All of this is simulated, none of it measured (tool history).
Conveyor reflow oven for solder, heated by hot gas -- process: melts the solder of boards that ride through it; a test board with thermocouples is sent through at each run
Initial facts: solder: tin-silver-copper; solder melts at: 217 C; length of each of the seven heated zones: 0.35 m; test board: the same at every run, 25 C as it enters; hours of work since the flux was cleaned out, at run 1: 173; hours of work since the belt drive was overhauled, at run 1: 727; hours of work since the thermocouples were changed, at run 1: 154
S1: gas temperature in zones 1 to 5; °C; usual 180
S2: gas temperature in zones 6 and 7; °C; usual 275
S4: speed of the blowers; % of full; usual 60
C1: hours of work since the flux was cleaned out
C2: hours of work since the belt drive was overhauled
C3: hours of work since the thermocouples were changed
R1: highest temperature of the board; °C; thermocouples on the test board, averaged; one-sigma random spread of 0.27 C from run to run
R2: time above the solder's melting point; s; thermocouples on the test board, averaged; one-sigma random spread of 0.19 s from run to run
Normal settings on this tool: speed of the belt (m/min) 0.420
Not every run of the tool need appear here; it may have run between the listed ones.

{"run": 1, "hour": 0.0, "S1": 180, "S2": 275, "speed of the belt (m/min)": 0.42, "S4": 60, "C1": 173, "C2": 727, "C3": 154, "R1": 264.0, "R2": 89.2}
{"run": 2, "hour": 8.4, "S1": 180, "S2": 272, "speed of the belt (m/min)": 0.42, "S4": 60, "C1": 179, "C2": 732, "C3": 160, "R1": 261.1, "R2": 87.0}
{"run": 3, "hour": 14.7, "S1": 180, "S2": 275, "speed of the belt (m/min)": 0.42, "S4": 60, "C1": 184, "C2": 737, "C3": 164, "R1": 264.1, "R2": 88.7}
{"run": 4, "hour": 23.7, "S1": 180, "S2": 275, "speed of the belt (m/min)": 0.42, "S4": 79, "C1": 190, "C2": 743, "C3": 171, "R1": 267.4, "R2": 91.3}
{"run": 5, "hour": 29.5, "S1": 180, "S2": 274, "speed of the belt (m/min)": 0.42, "S4": 60, "C1": 194, "C2": 747, "C3": 175, "R1": 262.6, "R2": 88.3}
{"run": 6, "hour": 35.1, "S1": 180, "S2": 274, "speed of the belt (m/min)": 0.42, "S4": 60, "C1": 198, "C2": 751, "C3": 179, "R1": 262.7, "R2": 88.1}
{"run": 7, "hour": 43.4, "S1": 180, "S2": 274, "speed of the belt (m/min)": 0.42, "S4": 60, "C1": 204, "C2": 757, "C3": 184, "R1": 262.7, "R2": 88.3}
{"hour": 50.4, "done": "belt drive overhauled, speed set with a stopwatch"}
{"run": 8, "hour": 56.7, "S1": 180, "S2": 279, "speed of the belt (m/min)": 0.42, "S4": 60, "C1": 210, "C2": 4, "C3": 191, "R1": 266.8, "R2": 90.5}
{"run": 9, "hour": 64.7, "S1": 180, "S2": 279, "speed of the belt (m/min)": 0.42, "S4": 60, "C1": 216, "C2": 10, "C3": 196, "R1": 266.9, "R2": 90.0}
{"run": 10, "hour": 73.5, "S1": 180, "S2": 275, "speed of the belt (m/min)": 0.42, "S4": 60, "C1": 222, "C2": 16, "C3": 203, "R1": 263.8, "R2": 88.3}
{"run": 11, "hour": 79.3, "S1": 180, "S2": 275, "speed of the belt (m/min)": 0.492, "S4": 60, "C1": 226, "C2": 20, "C3": 207, "R1": 259.0, "R2": 70.8}
{"run": 12, "hour": 83.9, "S1": 180, "S2": 269, "speed of the belt (m/min)": 0.492, "S4": 60, "C1": 229, "C2": 23, "C3": 210, "R1": 253.8, "R2": 67.4}
{"run": 13, "hour": 91.3, "S1": 180, "S2": 269, "speed of the belt (m/min)": 0.492, "S4": 60, "C1": 235, "C2": 29, "C3": 215, "R1": 252.9, "R2": 67.4}
{"run": 14, "hour": 96.4, "S1": 191, "S2": 278, "speed of the belt (m/min)": 0.492, "S4": 60, "C1": 238, "C2": 32, "C3": 219, "R1": 263.9, "R2": 79.1}
{"run": 15, "hour": 102.3, "S1": 180, "S2": 289, "speed of the belt (m/min)": 0.469, "S4": 60, "C1": 242, "C2": 36, "C3": 223, "R1": 273.0, "R2": 83.8}
{"run": 16, "hour": 108.4, "S1": 180, "S2": 289, "speed of the belt (m/min)": 0.469, "S4": 60, "C1": 247, "C2": 41, "C3": 227, "R1": 273.1, "R2": 83.7}
{"run": 17, "hour": 115.0, "S1": 180, "S2": 289, "speed of the belt (m/min)": 0.396, "S4": 60, "C1": 251, "C2": 45, "C3": 232, "R1": 278.4, "R2": 102.1}
{"run": 18, "hour": 124.2, "S1": 182, "S2": 281, "speed of the belt (m/min)": 0.394, "S4": 52, "C1": 258, "C2": 52, "C3": 238, "R1": 269.4, "R2": 98.9}
{"run": 19, "hour": 130.4, "S1": 168, "S2": 287, "speed of the belt (m/min)": 0.367, "S4": 60, "C1": 262, "C2": 56, "C3": 242, "R1": 277.3, "R2": 104.7}
{"run": 20, "hour": 140.4, "S1": 168, "S2": 287, "speed of the belt (m/min)": 0.367, "S4": 60, "C1": 269, "C2": 63, "C3": 250, "R1": 277.1, "R2": 105.0}
{"run": 21, "hour": 148.6, "S1": 173, "S2": 287, "speed of the belt (m/min)": 0.499, "S4": 83, "C1": 275, "C2": 69, "C3": 255, "R1": 273.4, "R2": 76.4}
{"run": 22, "hour": 157.7, "S1": 180, "S2": 275, "speed of the belt (m/min)": 0.357, "S4": 80, "C1": 281, "C2": 75, "C3": 262, "R1": 270.0, "R2": 109.4}
{"run": 23, "hour": 164.0, "S1": 180, "S2": 275, "speed of the belt (m/min)": 0.357, "S4": 80, "C1": 285, "C2": 80, "C3": 266, "R1": 269.9, "R2": 109.0}

Per-run results on a tool with no hidden state, each run keeping its own random variation:
Hidden conditions of the tool in this case: heat that the gas passes to the board, % of a clean oven's; belt's true speed, % of the reading; true gas temperature in zones 6 and 7 over the reading, C; drift of the gauge itself on peak_c, C; drift of the gauge itself on liquid_s, %.
run=1 R1=264.2 R2=88.6
run=2 R1=261.3 R2=86.5
run=3 R1=264.3 R2=88.1
run=4 R1=267.6 R2=90.8
run=5 R1=262.7 R2=87.8
run=6 R1=262.9 R2=87.6
run=7 R1=262.8 R2=87.7
run=8 R1=267.1 R2=90.7
run=9 R1=267.2 R2=90.2
run=10 R1=264.1 R2=88.5
run=11 R1=259.5 R2=71.2
run=12 R1=254.3 R2=68.0
run=13 R1=253.4 R2=68.0
run=14 R1=264.3 R2=79.3
run=15 R1=273.5 R2=84.0
run=16 R1=273.6 R2=83.9
run=17 R1=278.7 R2=102.0
run=18 R1=269.5 R2=98.9
run=19 R1=277.5 R2=104.7
run=20 R1=277.4 R2=105.0
run=21 R1=274.3 R2=76.7
run=22 R1=270.1 R2=109.4
run=23 R1=270.0 R2=109.1

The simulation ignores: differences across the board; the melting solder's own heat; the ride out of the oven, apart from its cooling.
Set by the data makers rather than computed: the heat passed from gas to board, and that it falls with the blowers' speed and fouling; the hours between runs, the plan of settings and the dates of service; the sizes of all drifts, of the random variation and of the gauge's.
